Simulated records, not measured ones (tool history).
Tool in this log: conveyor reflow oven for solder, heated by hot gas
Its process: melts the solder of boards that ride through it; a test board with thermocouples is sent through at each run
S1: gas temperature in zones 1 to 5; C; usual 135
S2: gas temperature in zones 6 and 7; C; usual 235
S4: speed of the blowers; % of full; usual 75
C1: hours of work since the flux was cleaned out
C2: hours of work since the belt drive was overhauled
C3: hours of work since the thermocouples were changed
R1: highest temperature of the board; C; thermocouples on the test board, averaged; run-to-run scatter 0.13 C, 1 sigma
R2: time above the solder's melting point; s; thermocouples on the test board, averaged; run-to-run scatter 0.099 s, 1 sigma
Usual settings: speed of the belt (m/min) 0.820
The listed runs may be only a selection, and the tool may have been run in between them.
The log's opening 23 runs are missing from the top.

run 24 hour=1022.2 | S1=140 S2=235 speed_of_the_belt_(m/min)=0.816 S4=65 | C1=56 C2=473 C3=1114 | R1=210.9 R2=39.65
run 25 hour=1067.0 | S1=140 S2=235 speed_of_the_belt_(m/min)=0.816 S4=65 | C1=89 C2=507 C3=1148 | R1=210.7 R2=39.45
run 26 hour=1094.0 | S1=142 S2=249 speed_of_the_belt_(m/min)=0.878 S4=87 | C1=110 C2=528 C3=1168 | R1=226.0 R2=46.04
run 27 hour=1139.1 | S1=131 S2=242 speed_of_the_belt_(m/min)=0.807 S4=83 | C1=144 C2=562 C3=1202 | R1=220.0 R2=44.02
run 28 hour=1196.6 | S1=135 S2=235 speed_of_the_belt_(m/min)=0.959 S4=52 | C1=188 C2=606 C3=1246 | R1=196.5 R2=18.70
run 29 hour=1236.5 | S1=135 S2=225 speed_of_the_belt_(m/min)=0.780 S4=52 | C1=218 C2=636 C3=1276 | R1=198.4 R2=26.60
-- hour=1264.9 flux residue cleaned out of gas plates and filters
run 30 hour=1292.7 | S1=144 S2=248 speed_of_the_belt_(m/min)=0.820 S4=75 | C1=21 C2=675 C3=1315 | R1=225.3 R2=49.70
run 31 hour=1323.0 | S1=135 S2=227 speed_of_the_belt_(m/min)=0.764 S4=75 | C1=44 C2=698 C3=1338 | R1=208.4 R2=40.03

Each row is a separate what-if for the run after 31, all from the same tool condition, not one after another. Results?
run A hour=1383.1 | S1=130 S2=235 speed_of_the_belt_(m/min)=0.666 S4=75 | C1=90 C2=743 C3=1383 | R1=? R2=?
run B hour=1383.1 | S1=143 S2=235 speed_of_the_belt_(m/min)=0.820 S4=79 | C1=90 C2=743 C3=1383 | R1=? R2=?
run C hour=1383.1 | S1=131 S2=235 speed_of_the_belt_(m/min)=0.820 S4=75 | C1=90 C2=743 C3=1383 | R1=? R2=?

run=A R1=218.4 R2=53.24
run=B R1=215.1 R2=43.70
run=C R1=211.6 R2=37.96
What these runs would have given with no unlogged condition in the tool:
run=A R1=220.2 R2=53.99
run=B R1=216.9 R2=44.41
run=C R1=213.4 R2=38.88

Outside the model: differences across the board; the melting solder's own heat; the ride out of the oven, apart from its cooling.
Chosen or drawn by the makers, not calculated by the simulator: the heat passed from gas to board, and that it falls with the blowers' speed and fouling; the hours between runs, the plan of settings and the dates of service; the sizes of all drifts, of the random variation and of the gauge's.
